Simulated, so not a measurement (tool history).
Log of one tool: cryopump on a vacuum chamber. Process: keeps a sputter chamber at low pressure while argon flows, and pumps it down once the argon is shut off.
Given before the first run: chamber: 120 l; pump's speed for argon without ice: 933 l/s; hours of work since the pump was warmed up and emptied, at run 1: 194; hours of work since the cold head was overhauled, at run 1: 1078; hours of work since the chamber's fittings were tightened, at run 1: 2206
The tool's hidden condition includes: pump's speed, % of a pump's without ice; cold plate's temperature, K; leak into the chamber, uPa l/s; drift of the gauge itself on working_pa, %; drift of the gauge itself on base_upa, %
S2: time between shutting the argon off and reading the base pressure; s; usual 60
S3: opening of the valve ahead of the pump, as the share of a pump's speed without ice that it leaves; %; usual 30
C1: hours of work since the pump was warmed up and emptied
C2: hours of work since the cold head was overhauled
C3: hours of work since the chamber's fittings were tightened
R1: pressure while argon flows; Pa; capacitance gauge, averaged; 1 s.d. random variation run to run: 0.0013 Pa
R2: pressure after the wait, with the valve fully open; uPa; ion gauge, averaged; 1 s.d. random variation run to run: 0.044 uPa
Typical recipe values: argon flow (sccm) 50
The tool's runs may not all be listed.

{"run": 1, "hour": 0.0, "argon flow (sccm)": 50, "S2": 60, "S3": 30, "C1": 194, "C2": 1078, "C3": 2206, "R1": 0.3088, "R2": 4.94}
{"run": 2, "hour": 62.3, "argon flow (sccm)": 50, "S2": 60, "S3": 30, "C1": 237, "C2": 1121, "C3": 2249, "R1": 0.3109, "R2": 5.25}
{"run": 3, "hour": 129.0, "argon flow (sccm)": 50, "S2": 50, "S3": 30, "C1": 283, "C2": 1167, "C3": 2295, "R1": 0.3132, "R2": 5.7}
{"run": 4, "hour": 191.5, "argon flow (sccm)": 50, "S2": 60, "S3": 30, "C1": 327, "C2": 1210, "C3": 2338, "R1": 0.315, "R2": 5.23}
{"run": 5, "hour": 258.0, "argon flow (sccm)": 50, "S2": 273, "S3": 30, "C1": 372, "C2": 1256, "C3": 2384, "R1": 0.3151, "R2": 3.69}
{"run": 6, "hour": 310.1, "argon flow (sccm)": 50, "S2": 273, "S3": 30, "C1": 408, "C2": 1292, "C3": 2420, "R1": 0.3164, "R2": 3.81}
{"run": 7, "hour": 365.9, "argon flow (sccm)": 50, "S2": 273, "S3": 30, "C1": 447, "C2": 1330, "C3": 2458, "R1": 0.3178, "R2": 3.9}
{"run": 8, "hour": 415.0, "argon flow (sccm)": 50, "S2": 60, "S3": 28, "C1": 481, "C2": 1364, "C3": 2492, "R1": 0.3417, "R2": 5.63}
{"run": 9, "hour": 457.6, "argon flow (sccm)": 73, "S2": 60, "S3": 30, "C1": 510, "C2": 1394, "C3": 2521, "R1": 0.4659, "R2": 5.81}
{"run": 10, "hour": 486.9, "argon flow (sccm)": 94, "S2": 159, "S3": 37, "C1": 530, "C2": 1414, "C3": 2542, "R1": 0.4944, "R2": 4.47}
{"run": 11, "hour": 517.8, "argon flow (sccm)": 94, "S2": 159, "S3": 37, "C1": 552, "C2": 1435, "C3": 2563, "R1": 0.496, "R2": 4.5}
{"run": 12, "hour": 577.4, "argon flow (sccm)": 33, "S2": 192, "S3": 43, "C1": 593, "C2": 1476, "C3": 2604, "R1": 0.1538, "R2": 4.36}
{"run": 13, "hour": 623.5, "argon flow (sccm)": 53, "S2": 235, "S3": 30, "C1": 625, "C2": 1508, "C3": 2636, "R1": 0.3437, "R2": 4.5}
{"run": 14, "hour": 655.4, "argon flow (sccm)": 33, "S2": 60, "S3": 33, "C1": 647, "C2": 1530, "C3": 2658, "R1": 0.1965, "R2": 6.1}
{"run": 15, "hour": 724.0, "argon flow (sccm)": 33, "S2": 60, "S3": 33, "C1": 694, "C2": 1577, "C3": 2705, "R1": 0.1986, "R2": 6.44}
{"run": 16, "hour": 767.7, "argon flow (sccm)": 50, "S2": 36, "S3": 41, "C1": 724, "C2": 1608, "C3": 2735, "R1": 0.2468, "R2": 7.87}
{"run": 17, "hour": 801.0, "argon flow (sccm)": 72, "S2": 165, "S3": 15, "C1": 747, "C2": 1631, "C3": 2758, "R1": 0.9058, "R2": 5.01}

4 ways to go on from here, each from the tool as it stands after run 17. What would each give?
{"run": "A", "hour": 835.4, "argon flow (sccm)": 52, "S2": 44, "S3": 40, "C1": 771, "C2": 1654, "C3": 2782, "R1": "?", "R2": "?"}
{"run": "B", "hour": 835.4, "argon flow (sccm)": 37, "S2": 33, "S3": 15, "C1": 771, "C2": 1654, "C3": 2782, "R1": "?", "R2": "?"}
{"run": "C", "hour": 835.4, "argon flow (sccm)": 66, "S2": 165, "S3": 15, "C1": 771, "C2": 1654, "C3": 2782, "R1": "?", "R2": "?"}
{"run": "D", "hour": 835.4, "argon flow (sccm)": 50, "S2": 60, "S3": 21, "C1": 771, "C2": 1654, "C3": 2782, "R1": "?", "R2": "?"}

run=A R1=0.2665 R2=7.23
run=B R1=0.4696 R2=8.33
run=C R1=0.8336 R2=5.26
run=D R1=0.4566 R2=6.48
What these runs would have given with no unlogged condition in the tool:
run=A R1=0.2361 R2=3.35
run=B R1=0.448 R2=4.4
run=C R1=0.7953 R2=1.21
run=D R1=0.4277 R2=2.57

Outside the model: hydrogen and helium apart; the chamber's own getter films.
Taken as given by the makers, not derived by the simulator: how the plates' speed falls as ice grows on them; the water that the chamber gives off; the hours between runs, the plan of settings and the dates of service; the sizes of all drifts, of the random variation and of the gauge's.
